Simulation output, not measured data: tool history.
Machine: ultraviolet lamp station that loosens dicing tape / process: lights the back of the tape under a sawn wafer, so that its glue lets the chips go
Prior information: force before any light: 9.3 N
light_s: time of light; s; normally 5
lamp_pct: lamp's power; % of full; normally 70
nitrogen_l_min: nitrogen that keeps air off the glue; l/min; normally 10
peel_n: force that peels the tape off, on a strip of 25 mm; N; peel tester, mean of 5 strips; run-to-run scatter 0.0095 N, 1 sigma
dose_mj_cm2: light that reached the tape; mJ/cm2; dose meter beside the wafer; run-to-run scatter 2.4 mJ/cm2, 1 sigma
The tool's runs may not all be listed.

run	hour	light_s	lamp_pct	nitrogen_l_min	peel_n	dose_mj_cm2
1	0.0	5	70	10	0.628	219
2	5.6	5	70	18	0.376	214
3	14.2	5	70	3	1.817	217
4	25.1	5	70	15	0.422	220
5	33.9	5	70	15	0.440	215
6	42.3	5	70	15	0.442	211
7	49.9	5	70	15	0.421	216
8	59.7	5	70	15	0.450	217
9	67.6	5	70	15	0.459	215
10	76.6	5	70	15	0.463	212
11	82.8	5	83	15	0.282	251
12	88.4	5	88	4	0.956	270
# hour 89.9: window cleaned of glue's vapour
13	99.3	5	88	4	1.107	252
14	109.9	5	88	9	0.496	249
15	118.3	3	71	10	2.019	120
16	129.0	5	86	4	1.145	247
# hour 137.0: window cleaned of glue's vapour, once more
17	140.1	5	86	4	0.755	298
18	150.1	5	86	4	0.768	299
19	158.4	10	86	9	0.065	599
20	168.4	8	82	8	0.107	457
21	175.8	4	70	19	0.475	190
22	184.6	4	70	19	0.470	192

Forecast each of these 3 alternatives for the next run:
A	189.2	4	92	10	?	?
B	189.2	5	70	4	?	?
C	189.2	3	81	12	?	?

run	peel_n	dose_mj_cm2
A	0.423	254
B	1.163	233
C	1.013	168
Without the tool's unlogged condition, the same runs would have read:
run	peel_n	dose_mj_cm2
A	0.352	272
B	1.015	250
C	0.875	180

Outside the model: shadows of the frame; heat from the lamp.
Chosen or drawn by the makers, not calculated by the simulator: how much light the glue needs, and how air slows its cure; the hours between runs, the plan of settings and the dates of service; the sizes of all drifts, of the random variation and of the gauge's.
